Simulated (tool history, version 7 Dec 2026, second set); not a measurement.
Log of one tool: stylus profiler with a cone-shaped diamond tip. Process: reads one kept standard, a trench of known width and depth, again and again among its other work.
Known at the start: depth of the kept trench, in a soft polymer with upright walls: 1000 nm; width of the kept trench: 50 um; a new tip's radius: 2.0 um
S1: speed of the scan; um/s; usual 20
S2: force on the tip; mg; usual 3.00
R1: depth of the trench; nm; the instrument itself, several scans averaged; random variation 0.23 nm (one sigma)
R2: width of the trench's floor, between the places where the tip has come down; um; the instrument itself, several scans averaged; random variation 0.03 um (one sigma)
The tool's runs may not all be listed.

run 1 hour=0.0 | S1=20 S2=3.00 | R1=1023.39 R2=44.82
run 2 hour=50.3 | S1=20 S2=1.89 | R1=1018.36 R2=44.80
run 3 hour=98.4 | S1=20 S2=1.89 | R1=1018.93 R2=44.74
run 4 hour=155.6 | S1=20 S2=1.89 | R1=1018.39 R2=44.75
run 5 hour=232.1 | S1=20 S2=3.00 | R1=1023.83 R2=44.69
run 6 hour=272.3 | S1=20 S2=3.00 | R1=1023.96 R2=44.63
run 7 hour=329.8 | S1=20 S2=3.00 | R1=1024.00 R2=44.64
run 8 hour=412.2 | S1=58 S2=3.00 | R1=1024.13 R2=44.41
run 9 hour=480.4 | S1=58 S2=3.00 | R1=1024.41 R2=44.35
run 10 hour=559.7 | S1=58 S2=3.00 | R1=1024.84 R2=44.29
run 11 hour=602.8 | S1=58 S2=1.20 | R1=1016.65 R2=44.11
-- hour=639.4 new tip fitted, height scale calibrated
run 12 hour=681.1 | S1=58 S2=1.20 | R1=1009.84 R2=46.04
run 13 hour=734.2 | S1=6 S2=1.20 | R1=1009.94 R2=46.34
run 14 hour=796.5 | S1=20 S2=3.00 | R1=1018.70 R2=46.19
run 15 hour=881.3 | S1=20 S2=3.80 | R1=1022.09 R2=46.14
run 16 hour=953.2 | S1=20 S2=3.80 | R1=1022.50 R2=46.11
run 17 hour=1013.7 | S1=20 S2=1.94 | R1=1014.95 R2=46.00
run 18 hour=1088.8 | S1=20 S2=1.64 | R1=1013.43 R2=45.86
run 19 hour=1165.3 | S1=20 S2=3.00 | R1=1019.52 R2=45.89
run 20 hour=1232.7 | S1=20 S2=3.00 | R1=1019.69 R2=45.77
run 21 hour=1304.9 | S1=20 S2=3.00 | R1=1019.82 R2=45.80
run 22 hour=1390.3 | S1=20 S2=3.00 | R1=1020.87 R2=45.64
run 23 hour=1426.2 | S1=20 S2=1.11 | R1=1011.44 R2=45.62
run 24 hour=1514.1 | S1=16 S2=5.52 | R1=1029.74 R2=45.66
run 25 hour=1599.2 | S1=16 S2=5.52 | R1=1030.21 R2=45.50
run 26 hour=1652.7 | S1=7 S2=5.52 | R1=1030.27 R2=45.50
run 27 hour=1705.9 | S1=58 S2=1.10 | R1=1012.32 R2=45.05
run 28 hour=1764.5 | S1=70 S2=1.06 | R1=1012.63 R2=44.93
run 29 hour=1816.9 | S1=6 S2=5.84 | R1=1032.36 R2=45.37
run 30 hour=1904.5 | S1=12 S2=3.43 | R1=1023.30 R2=45.23
run 31 hour=1955.9 | S1=30 S2=1.50 | R1=1014.80 R2=45.13
run 32 hour=2001.8 | S1=20 S2=3.55 | R1=1024.22 R2=45.17
run 33 hour=2074.3 | S1=20 S2=3.55 | R1=1024.71 R2=45.12
run 34 hour=2149.3 | S1=20 S2=3.55 | R1=1024.58 R2=44.98
run 35 hour=2186.4 | S1=20 S2=3.55 | R1=1025.01 R2=45.04
run 36 hour=2257.0 | S1=16 S2=4.95 | R1=1030.23 R2=44.97
run 37 hour=2303.4 | S1=9 S2=1.19 | R1=1014.65 R2=44.96
run 38 hour=2340.2 | S1=37 S2=3.25 | R1=1023.98 R2=44.82
run 39 hour=2420.1 | S1=13 S2=2.80 | R1=1022.42 R2=44.85
run 40 hour=2501.2 | S1=13 S2=2.80 | R1=1022.96 R2=44.79
run 41 hour=2578.7 | S1=7 S2=2.55 | R1=1021.69 R2=44.77
run 42 hour=2643.5 | S1=40 S2=2.69 | R1=1022.94 R2=44.53
run 43 hour=2711.5 | S1=10 S2=4.94 | R1=1031.70 R2=44.68
run 44 hour=2753.9 | S1=12 S2=7.80 | R1=1040.72 R2=44.65
run 45 hour=2824.0 | S1=58 S2=2.34 | R1=1021.72 R2=44.35

5 ways to go on from here, each from the tool as it stands after run 45. What would each give?
run A hour=2881.5 | S1=53 S2=2.86 | R1=? R2=?
run B hour=2881.5 | S1=58 S2=2.42 | R1=? R2=?
run C hour=2881.5 | S1=10 S2=1.06 | R1=? R2=?
run D hour=2881.5 | S1=9 S2=3.98 | R1=? R2=?
run E hour=2881.5 | S1=65 S2=3.00 | R1=? R2=?

run=A R1=1024.11 R2=44.37
run=B R1=1022.15 R2=44.34
run=C R1=1015.59 R2=44.59
run=D R1=1028.26 R2=44.59
run=E R1=1024.33 R2=44.37
Without the tool's hidden state the same runs would have given:
run=A R1=1017.71 R2=46.30
run=B R1=1015.76 R2=46.27
run=C R1=1009.25 R2=46.52
run=D R1=1021.84 R2=46.51
run=E R1=1017.93 R2=46.29
